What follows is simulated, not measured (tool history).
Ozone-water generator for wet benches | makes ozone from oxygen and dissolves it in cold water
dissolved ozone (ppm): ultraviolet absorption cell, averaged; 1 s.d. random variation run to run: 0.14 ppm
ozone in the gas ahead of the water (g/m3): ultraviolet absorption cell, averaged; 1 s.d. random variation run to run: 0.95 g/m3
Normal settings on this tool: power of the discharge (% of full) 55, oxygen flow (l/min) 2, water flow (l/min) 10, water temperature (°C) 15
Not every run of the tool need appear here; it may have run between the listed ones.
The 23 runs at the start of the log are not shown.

run,hour,power of the discharge (% of full),oxygen flow (l/min),water flow (l/min),water temperature (°C),hours of work since the electrodes were changed,hours of work since the contactor was cleaned,hours of work since the thermometer was calibrated,dissolved ozone (ppm),ozone in the gas ahead of the water (g/m3)
24,1490.1,55,2,10,21,1848,2656,2363,15.4,156.5
25,1542.3,46,1.29,9,23,1899,2708,2414,13.1,161.4
26,1620.8,55,2,7,15,1976,2785,2491,22.4,155.1
27,1692.3,76,2.46,11,14,2047,2856,2562,20,181.3
28,1753.4,76,3.56,11,9,2107,2916,2622,23.2,156.7
29,1815,76,3.56,11,9,2168,2976,2683,23,155.6
30,1902,76,3.56,13,8,2253,3062,2769,19.8,155.7
31,1973.7,55,2,8,15,2324,3133,2839,19.9,156.3
32,2047.1,56,2.94,7,15,2396,3205,2911,23,133.8

Predict each of these 3 candidate next runs independently; none follows another, all start after run 32:
A,2128.4,93,2,10,17,2477,3285,2992,?,?
B,2128.4,47,2.94,7,15,2477,3285,2992,?,?
C,2128.4,43,1.91,10,15,2477,3285,2992,?,?

run,dissolved ozone (ppm),ozone in the gas ahead of the water (g/m3)
A,23.3,224.1
B,20.4,118.4
C,13.4,131.6
What these runs would have given with no unlogged condition in the tool:
run,dissolved ozone (ppm),ozone in the gas ahead of the water (g/m3)
A,25.1,239
B,21.4,122.9
C,14,136.2

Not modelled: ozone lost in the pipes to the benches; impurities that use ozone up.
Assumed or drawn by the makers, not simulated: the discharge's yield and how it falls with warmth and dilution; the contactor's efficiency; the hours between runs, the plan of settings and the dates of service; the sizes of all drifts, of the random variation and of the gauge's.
